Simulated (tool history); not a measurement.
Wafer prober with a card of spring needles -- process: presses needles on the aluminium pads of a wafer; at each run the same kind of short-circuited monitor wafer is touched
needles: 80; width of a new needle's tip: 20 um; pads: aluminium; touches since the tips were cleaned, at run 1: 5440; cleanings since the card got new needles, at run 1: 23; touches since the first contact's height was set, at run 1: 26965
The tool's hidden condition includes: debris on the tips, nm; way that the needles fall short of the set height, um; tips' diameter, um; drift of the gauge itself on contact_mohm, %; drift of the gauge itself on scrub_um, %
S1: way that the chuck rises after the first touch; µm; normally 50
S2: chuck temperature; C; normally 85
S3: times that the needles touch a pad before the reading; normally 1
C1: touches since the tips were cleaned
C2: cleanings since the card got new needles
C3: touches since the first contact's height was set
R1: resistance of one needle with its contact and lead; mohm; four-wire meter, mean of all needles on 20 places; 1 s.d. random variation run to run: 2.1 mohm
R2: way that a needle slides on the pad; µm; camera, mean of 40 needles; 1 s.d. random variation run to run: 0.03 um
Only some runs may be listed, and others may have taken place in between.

run 1 hour=0.0 | S1=50 S2=85 S3=1 | C1=5440 C2=23 C3=26965 | R1=230 R2=13.97
-- hour=25.1 tips cleaned on abrasive film
run 2 hour=37.9 | S1=50 S2=85 S3=1 | C1=1815 C2=24 C3=32330 | R1=230 R2=13.96
run 3 hour=65.8 | S1=50 S2=85 S3=1 | C1=5761 C2=24 C3=36276 | R1=229 R2=13.96
-- hour=87.7 tips cleaned on abrasive film
run 4 hour=108.6 | S1=50 S2=85 S3=1 | C1=2958 C2=25 C3=42328 | R1=226 R2=13.97
-- hour=149.9 tips cleaned on abrasive film
run 5 hour=160.5 | S1=50 S2=85 S3=1 | C1=1501 C2=26 C3=49677 | R1=229 R2=13.96
-- hour=212.2 tips cleaned on abrasive film
run 6 hour=212.2 | S1=50 S2=85 S3=1 | C1=0 C2=27 C3=56992 | R1=227 R2=13.99
run 7 hour=252.7 | S1=50 S2=85 S3=2 | C1=5746 C2=27 C3=62738 | R1=228 R2=13.99
-- hour=274.5 tips cleaned on abrasive film
run 8 hour=295.4 | S1=50 S2=85 S3=2 | C1=2953 C2=28 C3=68766 | R1=230 R2=13.97
-- hour=336.9 tips cleaned on abrasive film
run 9 hour=338.2 | S1=68 S2=39 S3=2 | C1=197 C2=29 C3=74829 | R1=212 R2=19.04
run 10 hour=390.6 | S1=38 S2=33 S3=3 | C1=7613 C2=29 C3=82245 | R1=220 R2=10.65
-- hour=399.8 tips cleaned on abrasive film
run 11 hour=422.5 | S1=38 S2=33 S3=3 | C1=3215 C2=30 C3=86758 | R1=224 R2=10.66
run 12 hour=452.2 | S1=65 S2=107 S3=1 | C1=7426 C2=30 C3=90969 | R1=230 R2=18.23
-- hour=464.7 tips cleaned on abrasive film
run 13 hour=488.9 | S1=57 S2=86 S3=2 | C1=3436 C2=31 C3=96156 | R1=225 R2=15.90
run 14 hour=511.4 | S1=48 S2=78 S3=2 | C1=6626 C2=31 C3=99346 | R1=226 R2=13.36
-- hour=528.8 tips cleaned on abrasive film
run 15 hour=548.3 | S1=31 S2=89 S3=1 | C1=2772 C2=32 C3=104566 | R1=243 R2=8.63
run 16 hour=571.5 | S1=45 S2=87 S3=1 | C1=6065 C2=32 C3=107859 | R1=234 R2=12.62

Entry by entry between the runs, the difference in hidden state between the last listed run before and the first listed run after:
After run 1, before run 2: tips cleaned on abrasive film (hour 25.1)
  debris on the tips, nm: 0.6 -> 0.4
After run 3, before run 4: tips cleaned on abrasive film (hour 87.7)
  debris on the tips, nm: 0.6 -> 0.5
After run 4, before run 5: tips cleaned on abrasive film (hour 149.9)
  debris on the tips, nm: 0.5 -> 0.4
After run 5, before run 6: tips cleaned on abrasive film (hour 212.2)
  debris on the tips, nm: 0.4 -> 0.1
After run 7, before run 8: tips cleaned on abrasive film (hour 274.5)
  way that the needles fall short of the set height, um: 0 -> 0.01
After run 8, before run 9: tips cleaned on abrasive film (hour 336.9)
  debris on the tips, nm: 0.6 -> 0.1
After run 10, before run 11: tips cleaned on abrasive film (hour 399.8)
  nothing in the hidden state changes from one run to the other
After run 12, before run 13: tips cleaned on abrasive film (hour 464.7)
  nothing in the hidden state changes from one run to the other
After run 14, before run 15: tips cleaned on abrasive film (hour 528.8)
  debris on the tips, nm: 0.6 -> 0.5
